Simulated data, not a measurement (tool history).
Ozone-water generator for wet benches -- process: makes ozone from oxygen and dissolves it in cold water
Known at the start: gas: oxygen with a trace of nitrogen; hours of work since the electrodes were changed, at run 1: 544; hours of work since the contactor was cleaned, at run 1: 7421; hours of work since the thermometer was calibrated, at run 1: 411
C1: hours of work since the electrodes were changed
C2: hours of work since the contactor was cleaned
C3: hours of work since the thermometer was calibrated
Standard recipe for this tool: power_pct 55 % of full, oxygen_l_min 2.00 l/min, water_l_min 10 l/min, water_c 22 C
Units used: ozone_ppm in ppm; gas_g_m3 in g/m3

{"run": 1, "hour": 0.0, "power_pct": 55, "oxygen_l_min": 2.0, "water_l_min": 10, "water_c": 22, "C1": 544, "C2": 7421, "C3": 411, "ozone_ppm": 15.8, "gas_g_m3": 159.7}
{"run": 2, "hour": 18.3, "power_pct": 55, "oxygen_l_min": 2.0, "water_l_min": 10, "water_c": 22, "C1": 556, "C2": 7433, "C3": 423, "ozone_ppm": 15.8, "gas_g_m3": 158.4}
{"run": 3, "hour": 32.2, "power_pct": 55, "oxygen_l_min": 2.0, "water_l_min": 10, "water_c": 22, "C1": 564, "C2": 7442, "C3": 431, "ozone_ppm": 15.7, "gas_g_m3": 160.0}
{"run": 4, "hour": 49.5, "power_pct": 55, "oxygen_l_min": 2.0, "water_l_min": 10, "water_c": 22, "C1": 575, "C2": 7452, "C3": 442, "ozone_ppm": 15.9, "gas_g_m3": 160.8}
{"run": 5, "hour": 73.2, "power_pct": 55, "oxygen_l_min": 2.0, "water_l_min": 10, "water_c": 22, "C1": 590, "C2": 7467, "C3": 457, "ozone_ppm": 15.8, "gas_g_m3": 160.2}
{"run": 6, "hour": 85.7, "power_pct": 62, "oxygen_l_min": 2.0, "water_l_min": 10, "water_c": 22, "C1": 598, "C2": 7475, "C3": 465, "ozone_ppm": 17.3, "gas_g_m3": 171.7}
{"run": 7, "hour": 107.8, "power_pct": 62, "oxygen_l_min": 2.0, "water_l_min": 14, "water_c": 22, "C1": 611, "C2": 7489, "C3": 479, "ozone_ppm": 13.1, "gas_g_m3": 171.1}
{"run": 8, "hour": 133.3, "power_pct": 62, "oxygen_l_min": 2.0, "water_l_min": 14, "water_c": 22, "C1": 627, "C2": 7504, "C3": 494, "ozone_ppm": 13.0, "gas_g_m3": 172.3}
{"run": 9, "hour": 150.6, "power_pct": 55, "oxygen_l_min": 2.0, "water_l_min": 10, "water_c": 22, "C1": 638, "C2": 7515, "C3": 505, "ozone_ppm": 15.8, "gas_g_m3": 159.0}
{"run": 10, "hour": 170.3, "power_pct": 55, "oxygen_l_min": 2.0, "water_l_min": 15, "water_c": 22, "C1": 650, "C2": 7528, "C3": 518, "ozone_ppm": 11.3, "gas_g_m3": 161.6}
{"run": 11, "hour": 196.1, "power_pct": 55, "oxygen_l_min": 2.0, "water_l_min": 13, "water_c": 22, "C1": 666, "C2": 7544, "C3": 534, "ozone_ppm": 12.6, "gas_g_m3": 159.9}
{"run": 12, "hour": 216.9, "power_pct": 63, "oxygen_l_min": 1.3, "water_l_min": 11, "water_c": 26, "C1": 679, "C2": 7557, "C3": 547, "ozone_ppm": 15.6, "gas_g_m3": 235.8}
{"run": 13, "hour": 231.8, "power_pct": 55, "oxygen_l_min": 2.0, "water_l_min": 10, "water_c": 14, "C1": 689, "C2": 7566, "C3": 556, "ozone_ppm": 17.4, "gas_g_m3": 163.3}
{"run": 14, "hour": 255.9, "power_pct": 55, "oxygen_l_min": 2.0, "water_l_min": 7, "water_c": 24, "C1": 704, "C2": 7581, "C3": 571, "ozone_ppm": 19.4, "gas_g_m3": 161.0}
{"run": 15, "hour": 278.9, "power_pct": 55, "oxygen_l_min": 1.1, "water_l_min": 7, "water_c": 16, "C1": 718, "C2": 7595, "C3": 585, "ozone_ppm": 23.1, "gas_g_m3": 243.0}
{"run": 16, "hour": 306.8, "power_pct": 67, "oxygen_l_min": 1.1, "water_l_min": 7, "water_c": 23, "C1": 735, "C2": 7613, "C3": 603, "ozone_ppm": 24.2, "gas_g_m3": 277.5}
{"run": 17, "hour": 331.9, "power_pct": 67, "oxygen_l_min": 1.1, "water_l_min": 7, "water_c": 23, "C1": 751, "C2": 7628, "C3": 618, "ozone_ppm": 24.3, "gas_g_m3": 275.8}
{"run": 18, "hour": 358.1, "power_pct": 57, "oxygen_l_min": 3.06, "water_l_min": 8, "water_c": 15, "C1": 767, "C2": 7645, "C3": 634, "ozone_ppm": 19.7, "gas_g_m3": 124.8}
{"run": 19, "hour": 374.9, "power_pct": 67, "oxygen_l_min": 1.86, "water_l_min": 8, "water_c": 14, "C1": 778, "C2": 7655, "C3": 645, "ozone_ppm": 23.7, "gas_g_m3": 193.0}

A few steps of gas_g_m3 between consecutive runs. Split each: what settings, incoming material and random variation would produce without the hidden state, and what is left over for the hidden state, along with gauge scatter present in only one of the two compared results (measured, and without hidden state):
Hidden state present: yield of the discharge, % of new electrodes'; contactor's efficiency, % of a clean one's; true water temperature over the reading, C; drift of the gauge itself on ozone_ppm, %; drift of the gauge itself on gas_g_m3, %.
Run 17 -> 18: power_pct 67 -> 57, oxygen_l_min 1.10 -> 3.06, water_l_min 7 -> 8, water_c 23 -> 15. gas_g_m3 -151.0 g/m3: hidden state -2.1, all else -148.9.
